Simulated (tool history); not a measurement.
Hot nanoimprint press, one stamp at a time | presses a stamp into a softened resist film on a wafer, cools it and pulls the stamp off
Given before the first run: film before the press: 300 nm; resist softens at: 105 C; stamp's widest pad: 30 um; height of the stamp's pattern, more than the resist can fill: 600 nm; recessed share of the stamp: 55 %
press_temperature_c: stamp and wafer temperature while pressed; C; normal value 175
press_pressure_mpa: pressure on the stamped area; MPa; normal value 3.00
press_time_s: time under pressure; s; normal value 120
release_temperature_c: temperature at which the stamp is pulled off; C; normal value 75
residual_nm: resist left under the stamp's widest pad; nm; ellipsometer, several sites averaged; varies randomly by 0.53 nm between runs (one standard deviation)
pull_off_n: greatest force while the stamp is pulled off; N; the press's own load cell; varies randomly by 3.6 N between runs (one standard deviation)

Run 1, day 0.000: usual settings. Result: residual_nm 142.7 nm, pull_off_n 220 N.
Run 2, day 1.029: usual settings. Result: residual_nm 143.5 nm, pull_off_n 231 N.
Run 3, day 1.904: usual settings. Result: residual_nm 142.5 nm, pull_off_n 231 N.
Run 4, day 2.600: usual settings. Result: residual_nm 143.0 nm, pull_off_n 230 N.
Run 5, day 3.208: usual settings. Result: residual_nm 142.7 nm, pull_off_n 231 N.
Run 6, day 4.629: usual settings. Result: residual_nm 142.9 nm, pull_off_n 241 N.
Run 7, day 5.571: usual settings but release_temperature_c 77 C. Result: residual_nm 142.1 nm, pull_off_n 244 N.
At day 6.483: plate thermocouple calibrated.
Run 8, day 6.604: usual settings but release_temperature_c 77 C. Result: residual_nm 154.6 nm, pull_off_n 250 N.
At day 7.458: stamp cleaned and given a new release coat.
Run 9, day 7.558: usual settings but release_temperature_c 69 C. Result: residual_nm 152.6 nm, pull_off_n 181 N.
Run 10, day 8.200: usual settings but press_pressure_mpa 1.84 MPa, release_temperature_c 69 C. Result: residual_nm 190.9 nm, pull_off_n 181 N.
Run 11, day 8.979: usual settings but press_pressure_mpa 1.84 MPa, release_temperature_c 69 C. Result: residual_nm 189.2 nm, pull_off_n 192 N.
Run 12, day 9.946: usual settings but press_pressure_mpa 1.84 MPa, release_temperature_c 69 C. Result: residual_nm 190.1 nm, pull_off_n 192 N.
Run 13, day 10.738: usual settings but release_temperature_c 81 C. Result: residual_nm 154.3 nm, pull_off_n 182 N.
Run 14, day 11.633: usual settings but release_temperature_c 81 C. Result: residual_nm 153.3 nm, pull_off_n 183 N.
Run 15, day 12.458: usual settings but release_temperature_c 81 C. Result: residual_nm 153.6 nm, pull_off_n 190 N.
Run 16, day 13.562: usual settings but release_temperature_c 81 C. Result: residual_nm 152.3 nm, pull_off_n 187 N.
Run 17, day 14.217: usual settings but press_temperature_c 176 C, press_pressure_mpa 1.89 MPa, press_time_s 76 s, release_temperature_c 80 C. Result: residual_nm 205.6 nm, pull_off_n 203 N.
Run 18, day 15.429: usual settings but press_temperature_c 186 C, press_pressure_mpa 4.13 MPa, press_time_s 78 s, release_temperature_c 81 C. Result: residual_nm 104.9 nm, pull_off_n 205 N.
Run 19, day 16.767: usual settings but press_temperature_c 187 C, press_pressure_mpa 3.40 MPa, press_time_s 98 s, release_temperature_c 81 C. Result: residual_nm 103.0 nm, pull_off_n 203 N.
Run 20, day 17.512: usual settings but press_temperature_c 187 C, press_pressure_mpa 3.40 MPa, press_time_s 98 s, release_temperature_c 81 C. Result: residual_nm 102.8 nm, pull_off_n 213 N.
Run 21, day 18.850: usual settings but press_temperature_c 187 C, press_pressure_mpa 3.40 MPa, press_time_s 98 s, release_temperature_c 81 C. Result: residual_nm 102.5 nm, pull_off_n 207 N.
Run 22, day 19.946: usual settings but press_temperature_c 183 C, press_time_s 74 s. Result: residual_nm 137.6 nm, pull_off_n 229 N.
Run 23, day 20.821: usual settings but press_temperature_c 184 C, press_pressure_mpa 2.21 MPa, press_time_s 108 s, release_temperature_c 77 C. Result: residual_nm 136.3 nm, pull_off_n 236 N.
Run 24, day 21.683: usual settings but press_temperature_c 168 C, press_pressure_mpa 4.51 MPa, press_time_s 102 s, release_temperature_c 62 C. Result: residual_nm 168.1 nm, pull_off_n 255 N.
Run 25, day 23.017: usual settings but press_temperature_c 168 C, press_pressure_mpa 2.45 MPa, press_time_s 208 s, release_temperature_c 74 C. Result: residual_nm 174.9 nm, pull_off_n 247 N.
Run 26, day 24.046: usual settings but press_temperature_c 166 C, press_pressure_mpa 2.16 MPa. Result: residual_nm 224.1 nm, pull_off_n 252 N.
Run 27, day 24.696: usual settings but press_temperature_c 166 C, press_pressure_mpa 2.16 MPa. Result: residual_nm 223.9 nm, pull_off_n 256 N.
At day 26.238: stamp cleaned and given a new release coat.
Run 28, day 26.238: usual settings but press_temperature_c 178 C, press_pressure_mpa 2.16 MPa, press_time_s 126 s. Result: residual_nm 156.2 nm, pull_off_n 172 N.
Run 29, day 27.571: usual settings but press_pressure_mpa 4.77 MPa, press_time_s 89 s. Result: residual_nm 132.6 nm, pull_off_n 177 N.
Run 30, day 28.500: usual settings but press_pressure_mpa 4.77 MPa, press_time_s 89 s. Result: residual_nm 132.0 nm, pull_off_n 186 N.

Had the tool no unlogged condition, and each run kept its random variation, what would the results have been?
The hidden state here: true temperature over the reading, C; pressure that arrives at the usual setting, %; grip of the stamp's worn release coat, % over a new coat's; drift of the gauge itself on residual_nm, %; drift of the gauge itself on pull_off_n, %.
run  residual_nm  pull_off_n
  1        153.6         174
  2        154.6         179
  3        153.8         176
  4        154.5         173
  5        154.3         172
  6        154.7         175
  7        154.1         174
  8        154.5         173
  9        152.7         181
 10        191.2         178
 11        189.7         185
 12        190.9         182
 13        155.1         169
 14        154.3         167
 15        154.8         170
 16        153.8         163
 17        207.4         175
 18        105.9         173
 19        104.2         166
 20        104.2         171
 21        104.1         162
 22        140.0         177
 23        139.0         178
 24        171.6         190
 25        179.4         179
 26        228.6         179
 27        228.5         180
 28        160.8         174
 29        136.3         173
 30        136.0         178

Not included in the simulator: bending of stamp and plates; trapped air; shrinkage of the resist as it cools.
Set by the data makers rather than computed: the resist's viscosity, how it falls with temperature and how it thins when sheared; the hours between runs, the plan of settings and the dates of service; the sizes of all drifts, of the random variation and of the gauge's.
